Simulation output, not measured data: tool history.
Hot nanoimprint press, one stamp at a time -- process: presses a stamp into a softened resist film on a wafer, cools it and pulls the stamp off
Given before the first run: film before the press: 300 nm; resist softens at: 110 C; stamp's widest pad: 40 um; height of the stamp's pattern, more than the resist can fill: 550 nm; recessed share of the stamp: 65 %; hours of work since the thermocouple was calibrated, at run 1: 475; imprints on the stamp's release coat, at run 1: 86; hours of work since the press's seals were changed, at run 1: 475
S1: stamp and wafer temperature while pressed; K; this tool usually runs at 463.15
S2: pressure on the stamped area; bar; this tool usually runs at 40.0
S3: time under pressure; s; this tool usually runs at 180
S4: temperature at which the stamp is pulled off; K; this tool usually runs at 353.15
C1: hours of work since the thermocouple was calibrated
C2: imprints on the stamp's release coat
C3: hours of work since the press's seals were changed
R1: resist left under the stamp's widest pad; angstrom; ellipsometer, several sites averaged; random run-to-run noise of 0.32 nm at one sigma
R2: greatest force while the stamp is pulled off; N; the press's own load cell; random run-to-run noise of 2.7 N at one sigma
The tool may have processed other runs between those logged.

{"run": 1, "hour": 0.0, "S1": 463.15, "S2": 40.0, "S3": 180, "S4": 353.15, "C1": 475, "C2": 86, "C3": 475, "R1": 1669, "R2": 121}
{"run": 2, "hour": 52.7, "S1": 463.15, "S2": 40.0, "S3": 180, "S4": 339.15, "C1": 510, "C2": 319, "C3": 510, "R1": 1664, "R2": 178}
{"run": 3, "hour": 85.6, "S1": 463.15, "S2": 40.0, "S3": 180, "S4": 339.15, "C1": 532, "C2": 463, "C3": 532, "R1": 1663, "R2": 177}
{"run": 4, "hour": 122.9, "S1": 463.15, "S2": 40.0, "S3": 180, "S4": 339.15, "C1": 557, "C2": 628, "C3": 557, "R1": 1655, "R2": 189}
{"hour": 139.6, "done": "plate thermocouple calibrated"}
{"run": 5, "hour": 158.9, "S1": 463.15, "S2": 40.0, "S3": 180, "S4": 353.15, "C1": 13, "C2": 773, "C3": 580, "R1": 1775, "R2": 161}
{"run": 6, "hour": 206.4, "S1": 463.15, "S2": 40.0, "S3": 180, "S4": 353.15, "C1": 45, "C2": 982, "C3": 612, "R1": 1769, "R2": 170}
{"run": 7, "hour": 241.6, "S1": 463.15, "S2": 40.0, "S3": 180, "S4": 353.15, "C1": 69, "C2": 1137, "C3": 635, "R1": 1770, "R2": 178}
{"run": 8, "hour": 273.8, "S1": 463.15, "S2": 40.0, "S3": 180, "S4": 353.15, "C1": 90, "C2": 1279, "C3": 657, "R1": 1771, "R2": 192}
{"run": 9, "hour": 322.0, "S1": 463.15, "S2": 40.0, "S3": 180, "S4": 353.15, "C1": 123, "C2": 1491, "C3": 690, "R1": 1763, "R2": 198}
{"run": 10, "hour": 348.5, "S1": 463.15, "S2": 40.0, "S3": 180, "S4": 353.15, "C1": 141, "C2": 1608, "C3": 707, "R1": 1758, "R2": 207}
{"run": 11, "hour": 389.4, "S1": 463.15, "S2": 40.0, "S3": 180, "S4": 353.15, "C1": 168, "C2": 1788, "C3": 735, "R1": 1756, "R2": 219}
{"run": 12, "hour": 415.5, "S1": 463.15, "S2": 40.0, "S3": 180, "S4": 353.15, "C1": 186, "C2": 1903, "C3": 753, "R1": 1757, "R2": 233}
{"hour": 429.0, "done": "stamp cleaned and given a new release coat"}
{"run": 13, "hour": 473.8, "S1": 463.15, "S2": 40.0, "S3": 180, "S4": 342.15, "C1": 221, "C2": 197, "C3": 788, "R1": 1747, "R2": 153}
{"run": 14, "hour": 510.2, "S1": 471.15, "S2": 35.1, "S3": 211, "S4": 346.15, "C1": 246, "C2": 358, "C3": 812, "R1": 1357, "R2": 156}
{"run": 15, "hour": 553.2, "S1": 463.15, "S2": 40.0, "S3": 141, "S4": 353.15, "C1": 275, "C2": 547, "C3": 841, "R1": 1874, "R2": 142}
{"run": 16, "hour": 578.7, "S1": 473.15, "S2": 40.0, "S3": 193, "S4": 353.15, "C1": 292, "C2": 659, "C3": 858, "R1": 1230, "R2": 151}
{"run": 17, "hour": 602.7, "S1": 459.15, "S2": 25.9, "S3": 250, "S4": 345.15, "C1": 308, "C2": 765, "C3": 875, "R1": 2099, "R2": 179}
{"run": 18, "hour": 633.0, "S1": 470.15, "S2": 31.5, "S3": 106, "S4": 353.15, "C1": 329, "C2": 899, "C3": 895, "R1": 1820, "R2": 161}
{"run": 19, "hour": 673.0, "S1": 470.15, "S2": 31.5, "S3": 106, "S4": 353.15, "C1": 355, "C2": 1075, "C3": 922, "R1": 1815, "R2": 181}
{"run": 20, "hour": 717.1, "S1": 462.15, "S2": 48.4, "S3": 232, "S4": 353.15, "C1": 385, "C2": 1269, "C3": 952, "R1": 1524, "R2": 185}
{"run": 21, "hour": 754.0, "S1": 456.15, "S2": 40.0, "S3": 180, "S4": 359.15, "C1": 410, "C2": 1431, "C3": 977, "R1": 2123, "R2": 178}
{"run": 22, "hour": 805.1, "S1": 456.15, "S2": 40.0, "S3": 180, "S4": 359.15, "C1": 444, "C2": 1657, "C3": 1011, "R1": 2125, "R2": 189}
{"run": 23, "hour": 847.9, "S1": 457.15, "S2": 26.5, "S3": 314, "S4": 353.15, "C1": 473, "C2": 1845, "C3": 1040, "R1": 2068, "R2": 224}
{"hour": 878.8, "done": "stamp cleaned and given a new release coat"}
{"run": 24, "hour": 880.8, "S1": 451.15, "S2": 54.4, "S3": 95, "S4": 353.15, "C1": 491, "C2": 9, "C3": 1058, "R1": 2488, "R2": 123}
{"run": 25, "hour": 922.0, "S1": 451.15, "S2": 36.6, "S3": 170, "S4": 353.15, "C1": 519, "C2": 190, "C3": 1086, "R1": 2458, "R2": 132}

Predict each of these 5 candidate next runs independently; none follows another, all start after run 25:
{"run": "A", "hour": 963.8, "S1": 451.15, "S2": 35.4, "S3": 170, "S4": 353.15, "C1": 547, "C2": 374, "C3": 1114, "R1": "?", "R2": "?"}
{"run": "B", "hour": 963.8, "S1": 462.15, "S2": 40.0, "S3": 166, "S4": 353.15, "C1": 547, "C2": 374, "C3": 1114, "R1": "?", "R2": "?"}
{"run": "C", "hour": 963.8, "S1": 451.15, "S2": 33.6, "S3": 218, "S4": 352.15, "C1": 547, "C2": 374, "C3": 1114, "R1": "?", "R2": "?"}
{"run": "D", "hour": 963.8, "S1": 463.15, "S2": 40.0, "S3": 128, "S4": 351.15, "C1": 547, "C2": 374, "C3": 1114, "R1": "?", "R2": "?"}
{"run": "E", "hour": 963.8, "S1": 468.15, "S2": 40.0, "S3": 180, "S4": 360.15, "C1": 547, "C2": 374, "C3": 1114, "R1": "?", "R2": "?"}

run=A R1=2477 R2=137
run=B R1=1814 R2=136
run=C R1=2403 R2=144
run=D R1=1891 R2=144
run=E R1=1457 R2=122
With the hidden condition removed and each run's random variation left untouched, the same runs would have given:
run=A R1=2513 R2=124
run=B R1=1835 R2=123
run=C R1=2445 R2=130
run=D R1=1910 R2=130
run=E R1=1467 R2=111

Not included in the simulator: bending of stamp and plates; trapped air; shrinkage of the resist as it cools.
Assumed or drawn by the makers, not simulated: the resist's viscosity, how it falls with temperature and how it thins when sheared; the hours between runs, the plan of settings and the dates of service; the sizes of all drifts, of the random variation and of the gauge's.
